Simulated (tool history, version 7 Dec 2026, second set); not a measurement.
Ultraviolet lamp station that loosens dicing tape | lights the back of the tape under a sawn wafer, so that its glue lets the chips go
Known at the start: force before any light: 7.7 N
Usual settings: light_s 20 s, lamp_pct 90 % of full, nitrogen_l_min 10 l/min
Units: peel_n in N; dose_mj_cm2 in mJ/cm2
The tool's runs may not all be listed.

Run 1, day 0: usual settings. Result: peel_n 0.532 N, dose_mj_cm2 488 mJ/cm2.
Run 2, day 0.512: usual settings. Result: peel_n 0.504 N, dose_mj_cm2 491 mJ/cm2.
Run 3, day 0.992: usual settings. Result: peel_n 0.525 N, dose_mj_cm2 490 mJ/cm2.
Run 4, day 1.288: usual settings. Result: peel_n 0.53 N, dose_mj_cm2 478 mJ/cm2.
Run 5, day 1.962: usual settings but light_s 34 s. Result: peel_n 0.213 N, dose_mj_cm2 813 mJ/cm2.
Run 6, day 2.65: usual settings but light_s 34 s, lamp_pct 64 % of full. Result: peel_n 0.357 N, dose_mj_cm2 576 mJ/cm2.
Run 7, day 3.021: usual settings but light_s 34 s, lamp_pct 64 % of full. Result: peel_n 0.363 N, dose_mj_cm2 577 mJ/cm2.
Run 8, day 3.446: usual settings but light_s 29 s. Result: peel_n 0.262 N, dose_mj_cm2 700 mJ/cm2.
Run 9, day 4.129: usual settings but light_s 29 s. Result: peel_n 0.259 N, dose_mj_cm2 691 mJ/cm2.
Run 10, day 4.762: usual settings but light_s 18 s. Result: peel_n 0.692 N, dose_mj_cm2 427 mJ/cm2.
Run 11, day 5.225: usual settings but light_s 18 s. Result: peel_n 0.701 N, dose_mj_cm2 422 mJ/cm2.
Run 12, day 5.854: usual settings but light_s 18 s. Result: peel_n 0.724 N, dose_mj_cm2 423 mJ/cm2.
Run 13, day 6.496: usual settings but lamp_pct 94 % of full, nitrogen_l_min 7 l/min. Result: peel_n 0.688 N, dose_mj_cm2 487 mJ/cm2.
Run 14, day 7.133: usual settings but light_s 27 s, lamp_pct 63 % of full, nitrogen_l_min 5 l/min. Result: peel_n 1.136 N, dose_mj_cm2 438 mJ/cm2.
Run 15, day 7.529: usual settings but lamp_pct 71 % of full, nitrogen_l_min 9 l/min. Result: peel_n 1.026 N, dose_mj_cm2 369 mJ/cm2.
Run 16, day 8.183: usual settings but lamp_pct 71 % of full, nitrogen_l_min 9 l/min. Result: peel_n 1.037 N, dose_mj_cm2 367 mJ/cm2.
Run 17, day 8.517: usual settings but lamp_pct 93 % of full, nitrogen_l_min 4 l/min. Result: peel_n 1.131 N, dose_mj_cm2 476 mJ/cm2.
Run 18, day 9.083: usual settings but lamp_pct 93 % of full, nitrogen_l_min 4 l/min. Result: peel_n 1.137 N, dose_mj_cm2 482 mJ/cm2.
Run 19, day 9.588: usual settings but light_s 24 s, nitrogen_l_min 14 l/min. Result: peel_n 0.332 N, dose_mj_cm2 554 mJ/cm2.
Run 20, day 10.125: usual settings but light_s 27 s, nitrogen_l_min 4 l/min. Result: peel_n 0.716 N, dose_mj_cm2 617 mJ/cm2.
Run 21, day 10.542: usual settings but light_s 12 s, lamp_pct 62 % of full, nitrogen_l_min 16 l/min. Result: peel_n 2.028 N, dose_mj_cm2 188 mJ/cm2.

5 ways to go on from here, each from the tool as it stands after run 21. What would each give?
Run A, day 11.112: usual settings but light_s 35 s, lamp_pct 62 % of full, nitrogen_l_min 6 l/min. Result: peel_n ?, dose_mj_cm2 ?.
Run B, day 11.112: usual settings but light_s 22 s. Result: peel_n ?, dose_mj_cm2 ?.
Run C, day 11.112: usual settings but light_s 39 s, nitrogen_l_min 7 l/min. Result: peel_n ?, dose_mj_cm2 ?.
Run D, day 11.112: usual settings but light_s 12 s, lamp_pct 79 % of full, nitrogen_l_min 16 l/min. Result: peel_n ?, dose_mj_cm2 ?.
Run E, day 11.112: usual settings but light_s 12 s, lamp_pct 61 % of full, nitrogen_l_min 16 l/min. Result: peel_n ?, dose_mj_cm2 ?.

run  peel_n  dose_mj_cm2
  A   0.639          550
  B    0.51          497
  C   0.215          878
  D   1.457          239
  E   2.119          184
Without the tool's hidden state the same runs would have given:
run  peel_n  dose_mj_cm2
  A   0.501          619
  B     0.4          559
  C   0.185          988
  D   1.203          269
  E   1.814          207
